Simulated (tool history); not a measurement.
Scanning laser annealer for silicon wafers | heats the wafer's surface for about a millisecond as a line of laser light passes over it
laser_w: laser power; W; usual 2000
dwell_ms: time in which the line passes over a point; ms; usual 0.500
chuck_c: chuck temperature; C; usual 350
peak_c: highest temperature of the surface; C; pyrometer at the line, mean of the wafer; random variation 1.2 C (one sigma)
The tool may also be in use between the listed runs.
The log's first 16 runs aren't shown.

run,hour,laser_w,dwell_ms,chuck_c,hours of work since the window was cleaned,hours of work since the power meter was calibrated,hours of work since the optics were aligned,peak_c
17,1039.4,2000,0.500,350,71,898,1322,1083
18,1083.2,2000,0.500,350,101,928,1352,1082
19,1143.8,2117,0.500,350,142,970,1394,1120
# hour 1156.9: optics aligned, line set to its width
20,1219.2,2117,0.500,350,191,1018,43,1123
21,1306.8,2117,0.500,350,251,1078,103,1121
22,1376.0,2117,0.500,350,298,1126,150,1121
23,1452.9,1884,0.500,311,351,1178,203,1003
24,1519.2,1884,0.500,311,396,1224,248,1003
25,1586.0,1896,0.500,350,442,1270,294,1044
26,1630.5,1896,0.500,350,473,1300,325,1043
27,1681.7,1799,0.500,370,508,1335,360,1030
28,1751.3,1785,0.500,350,555,1383,407,1006
29,1812.5,2029,0.500,350,597,1425,449,1086
30,1854.2,1702,0.551,316,626,1453,478,980
31,1918.8,2000,0.368,350,670,1498,522,954
32,1989.2,2000,0.368,350,718,1546,570,952
33,2073.5,2026,0.408,334,776,1604,628,984
# hour 2149.7: window over the wafer cleaned
34,2149.7,2026,0.408,334,0,1655,679,995
35,2221.6,2026,0.370,347,49,1704,728,971
36,2270.0,1823,0.500,363,82,1737,762,1036
37,2328.1,2000,0.373,350,122,1777,801,966
38,2375.6,2076,0.520,387,155,1810,834,1164
39,2461.1,2159,0.534,350,213,1868,893,1168
40,2543.0,2109,0.500,350,270,1924,949,1119
41,2632.4,2109,0.500,350,331,1986,1010,1119

3 ways to go on from here, each from the tool as it stands after run 41. What would each give?
A,2709.1,2009,0.500,350,383,2038,1063,?
B,2709.1,1771,0.355,332,383,2038,1063,?
C,2709.1,1967,0.522,349,383,2038,1063,?

run,peak_c
A,1083
B,865
C,1086
Without the tool's hidden state the same runs would have given:
run,peak_c
A,1090
B,870
C,1093
